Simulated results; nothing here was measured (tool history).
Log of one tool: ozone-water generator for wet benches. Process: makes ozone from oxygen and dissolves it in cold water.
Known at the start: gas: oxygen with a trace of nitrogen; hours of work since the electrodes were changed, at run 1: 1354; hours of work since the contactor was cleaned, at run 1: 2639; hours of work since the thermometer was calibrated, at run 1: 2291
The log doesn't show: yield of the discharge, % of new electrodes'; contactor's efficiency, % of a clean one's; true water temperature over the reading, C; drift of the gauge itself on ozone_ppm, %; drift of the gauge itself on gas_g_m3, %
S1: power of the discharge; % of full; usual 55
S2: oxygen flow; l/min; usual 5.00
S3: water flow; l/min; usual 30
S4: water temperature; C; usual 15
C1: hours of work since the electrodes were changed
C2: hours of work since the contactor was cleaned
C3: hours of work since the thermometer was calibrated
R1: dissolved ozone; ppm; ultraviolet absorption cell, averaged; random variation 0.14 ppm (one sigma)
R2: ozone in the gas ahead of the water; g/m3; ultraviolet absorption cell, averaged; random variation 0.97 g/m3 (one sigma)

Run 1, day 0.000: usual settings; C1 1354; C2 2639; C3 2291. Result: R1 15.2 ppm, R2 159.0 g/m3.
Run 2, day 3.329: usual settings; C1 1405; C2 2690; C3 2341. Result: R1 14.9 ppm, R2 158.7 g/m3.
Run 3, day 7.708: usual settings; C1 1472; C2 2757; C3 2408. Result: R1 14.8 ppm, R2 158.3 g/m3.
Run 4, day 13.350: usual settings but S2 3.10 l/min; C1 1558; C2 2843; C3 2494. Result: R1 12.8 ppm, R2 193.6 g/m3.
Run 5, day 17.400: usual settings but S2 3.10 l/min; C1 1620; C2 2905; C3 2556. Result: R1 12.6 ppm, R2 192.0 g/m3.
Run 6, day 19.962: usual settings but S2 3.10 l/min; C1 1659; C2 2944; C3 2595. Result: R1 12.5 ppm, R2 191.4 g/m3.
Run 7, day 25.762: usual settings; C1 1747; C2 3032; C3 2684. Result: R1 15.0 ppm, R2 158.6 g/m3.
Run 8, day 29.346: usual settings; C1 1802; C2 3087; C3 2739. Result: R1 14.6 ppm, R2 159.9 g/m3.
At day 31.700: water thermometer calibrated.
Run 9, day 35.158: usual settings; C1 1890; C2 3175; C3 53. Result: R1 14.6 ppm, R2 156.0 g/m3.
Run 10, day 38.617: usual settings; C1 1943; C2 3228; C3 106. Result: R1 14.6 ppm, R2 155.6 g/m3.
Run 11, day 41.892: usual settings but S2 3.23 l/min; C1 1993; C2 3278; C3 156. Result: R1 12.6 ppm, R2 184.2 g/m3.
Run 12, day 45.412: usual settings but S2 2.58 l/min; C1 2047; C2 3332; C3 209. Result: R1 11.7 ppm, R2 203.1 g/m3.
Run 13, day 50.800: usual settings but S1 68 % of full, S2 2.58 l/min; C1 2129; C2 3414; C3 292. Result: R1 13.3 ppm, R2 232.3 g/m3.
Run 14, day 56.725: usual settings but S1 68 % of full, S2 2.58 l/min; C1 2220; C2 3505; C3 382. Result: R1 13.2 ppm, R2 230.2 g/m3.
Run 15, day 60.171: usual settings but S1 68 % of full, S2 2.58 l/min; C1 2272; C2 3557; C3 435. Result: R1 13.1 ppm, R2 230.4 g/m3.
Run 16, day 64.442: usual settings but S1 68 % of full, S2 2.58 l/min; C1 2337; C2 3623; C3 500. Result: R1 12.9 ppm, R2 229.5 g/m3.
Run 17, day 70.583: usual settings but S1 88 % of full, S2 3.61 l/min, S4 7 C; C1 2431; C2 3716; C3 594. Result: R1 18.7 ppm, R2 236.3 g/m3.

Forecast run 18:
Run 18, day 75.129: usual settings but S1 71 % of full, S2 3.61 l/min, S4 21 C; C1 2501; C2 3786; C3 663. Result: R1 ?, R2 ?.

{"run 18": {"R1": 14.3, "R2": 208.4}}
Without the tool's hidden state the same run would have given R1 16.1 ppm, R2 225.4 g/m3.
